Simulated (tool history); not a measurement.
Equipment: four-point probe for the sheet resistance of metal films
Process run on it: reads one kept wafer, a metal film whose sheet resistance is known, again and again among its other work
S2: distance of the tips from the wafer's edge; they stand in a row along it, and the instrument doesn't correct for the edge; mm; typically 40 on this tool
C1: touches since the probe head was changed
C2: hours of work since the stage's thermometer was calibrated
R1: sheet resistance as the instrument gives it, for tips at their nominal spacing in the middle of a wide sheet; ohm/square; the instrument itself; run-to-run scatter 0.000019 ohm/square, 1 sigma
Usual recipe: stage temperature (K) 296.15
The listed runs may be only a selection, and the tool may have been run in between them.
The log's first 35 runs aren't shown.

{"day": 144.971, "done": "stage's thermometer calibrated"}
{"run": 36, "day": 145.612, "stage temperature (K)": 305.15, "S2": 3, "C1": 18825, "C2": 9, "R1": 0.097996}
{"run": 37, "day": 148.338, "stage temperature (K)": 298.15, "S2": 24, "C1": 22074, "C2": 46, "R1": 0.095989}
{"run": 38, "day": 151.358, "stage temperature (K)": 298.15, "S2": 24, "C1": 25674, "C2": 87, "R1": 0.095995}
{"run": 39, "day": 156.717, "stage temperature (K)": 298.15, "S2": 24, "C1": 32068, "C2": 160, "R1": 0.095966}
{"run": 40, "day": 162.3, "stage temperature (K)": 298.15, "S2": 24, "C1": 38724, "C2": 236, "R1": 0.095918}
{"run": 41, "day": 167.712, "stage temperature (K)": 298.15, "S2": 24, "C1": 45182, "C2": 309, "R1": 0.095927}
{"run": 42, "day": 170.879, "stage temperature (K)": 300.15, "S2": 11, "C1": 48954, "C2": 352, "R1": 0.095988}
{"run": 43, "day": 175.071, "stage temperature (K)": 300.15, "S2": 11, "C1": 53953, "C2": 409, "R1": 0.095976}
{"run": 44, "day": 179.458, "stage temperature (K)": 291.15, "S2": 47, "C1": 59187, "C2": 469, "R1": 0.09613}

5 options for the next run, each taken on its own from the tool as it stands now. Forecast them:
{"run": "A", "day": 185.029, "stage temperature (K)": 296.15, "S2": 4, "C1": 65834, "C2": 545, "R1": "?"}
{"run": "B", "day": 185.029, "stage temperature (K)": 296.15, "S2": 3, "C1": 65834, "C2": 545, "R1": "?"}
{"run": "C", "day": 185.029, "stage temperature (K)": 298.15, "S2": 4, "C1": 65834, "C2": 545, "R1": "?"}
{"run": "D", "day": 185.029, "stage temperature (K)": 300.15, "S2": 11, "C1": 65834, "C2": 545, "R1": "?"}
{"run": "E", "day": 185.029, "stage temperature (K)": 296.15, "S2": 46, "C1": 65834, "C2": 545, "R1": "?"}

run=A R1=0.097222
run=B R1=0.098182
run=C R1=0.097139
run=D R1=0.095928
run=E R1=0.095935
Without the tool's hidden state the same runs would have given:
run=A R1=0.097518
run=B R1=0.098480
run=C R1=0.097434
run=D R1=0.096221
run=E R1=0.096227
